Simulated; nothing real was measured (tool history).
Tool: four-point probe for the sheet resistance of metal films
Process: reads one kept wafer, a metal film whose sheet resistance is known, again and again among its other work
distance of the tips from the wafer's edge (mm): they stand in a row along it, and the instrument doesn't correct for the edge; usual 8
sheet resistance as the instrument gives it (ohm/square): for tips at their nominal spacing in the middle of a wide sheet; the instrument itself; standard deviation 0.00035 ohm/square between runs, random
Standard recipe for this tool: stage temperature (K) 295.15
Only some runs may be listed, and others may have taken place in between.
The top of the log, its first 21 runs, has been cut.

run,hour,stage temperature (K),distance of the tips from the wafer's edge (mm),touches since the probe head was changed,hours of work since the stage's thermometer was calibrated,sheet resistance as the instrument gives it (ohm/square)
22,409.8,295.15,30,53369,394,1.765901
23,429.6,296.15,8,54511,407,1.769388
24,454.0,296.15,8,55919,424,1.768996
25,465.1,296.15,8,56556,431,1.769378
26,484.1,294.15,26,57652,444,1.766353
27,507.7,295.15,27,59011,460,1.766777
28,523.1,304.15,29,59898,471,1.764278
29,536.1,304.15,29,60652,480,1.764737
30,555.5,301.15,49,61771,493,1.764884
31,574.2,291.15,38,62845,505,1.767590
32,595.5,291.15,38,64075,520,1.766852
33,620.6,298.15,38,65524,537,1.765500
34,635.9,298.15,38,66404,547,1.765214
35,656.3,308.15,13,67584,561,1.764264
36,670.3,307.15,56,68387,571,1.763405
37,683.6,293.15,30,69154,580,1.766455
38,704.4,294.15,7,70352,594,1.771213
39,725.7,294.15,7,71582,608,1.771418
40,744.0,304.15,11,72638,621,1.766100
41,757.3,303.15,9,73403,630,1.766487
42,775.2,302.15,19,74435,642,1.765052
43,788.0,302.15,19,75176,650,1.766110
44,799.4,292.15,3,75832,658,1.792268

Here are 5 independent what-if runs from the current tool condition. What would each one return?
A,822.2,301.15,72,77147,674,?
B,822.2,303.15,11,77147,674,?
C,822.2,303.15,39,77147,674,?
D,822.2,302.15,31,77147,674,?
E,822.2,303.15,48,77147,674,?

run,sheet resistance as the instrument gives it (ohm/square)
A,1.765079
B,1.765967
C,1.764065
D,1.764476
E,1.764647
Without the tool's unlogged condition, the same runs would have read:
run,sheet resistance as the instrument gives it (ohm/square)
A,1.764804
B,1.765692
C,1.763790
D,1.764201
E,1.764372

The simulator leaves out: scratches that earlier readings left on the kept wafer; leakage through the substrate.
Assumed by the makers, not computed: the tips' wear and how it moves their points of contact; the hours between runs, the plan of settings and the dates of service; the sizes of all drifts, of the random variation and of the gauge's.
